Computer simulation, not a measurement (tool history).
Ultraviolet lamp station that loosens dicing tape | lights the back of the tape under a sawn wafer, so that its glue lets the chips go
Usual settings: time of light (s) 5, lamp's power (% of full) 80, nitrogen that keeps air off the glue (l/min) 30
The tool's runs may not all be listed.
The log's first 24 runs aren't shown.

run,hour,time of light (s),lamp's power (% of full),nitrogen that keeps air off the glue (l/min),hours of work of the lamp,hours of work since the window was cleaned,force that peels the tape off (N),light that reached the tape (mJ/cm2)
25,1520.9,6,71,23,747,525,0.313,501
# hour 1538.9: window cleaned of glue's vapour
26,1608.6,6,71,23,817,56,0.293,523
27,1672.8,6,71,23,868,107,0.301,517
28,1764.2,4,72,30,941,180,0.516,332
29,1804.2,4,82,30,973,212,0.413,378
30,1875.5,3,80,38,1030,269,0.636,272
31,1930.2,9,73,11,1073,312,0.269,733
32,1995.2,6,86,58,1125,364,0.194,559
33,2083.3,6,96,58,1196,435,0.185,606
34,2137.3,6,97,23,1239,478,0.237,602
35,2203.4,6,97,23,1292,530,0.255,590
# hour 2216.7: window cleaned of glue's vapour
36,2271.2,9,88,18,1345,44,0.195,859
37,2342.6,9,88,18,1402,100,0.195,835
38,2415.8,9,77,18,1461,159,0.225,712
39,2458.8,9,77,18,1495,193,0.235,700
40,2529.5,9,77,18,1551,250,0.235,681
# hour 2600.3: lamp changed
41,2603,3,80,18,2,308,0.694,343
42,2655.6,2,80,18,44,350,1.189,222
43,2748.5,2,80,18,118,424,1.233,219
44,2813.7,8,62,30,170,476,0.196,668

Forecast each of these 3 alternatives for the next run:
A,2858,3,76,30,206,511,?,?
B,2858,6,71,30,206,511,?,?
C,2858,3,68,37,206,511,?,?

run,force that peels the tape off (N),light that reached the tape (mJ/cm2)
A,0.612,302
B,0.233,560
C,0.649,271
Without the tool's hidden state the same runs would have given:
run,force that peels the tape off (N),light that reached the tape (mJ/cm2)
A,0.499,342
B,0.205,635
C,0.531,307
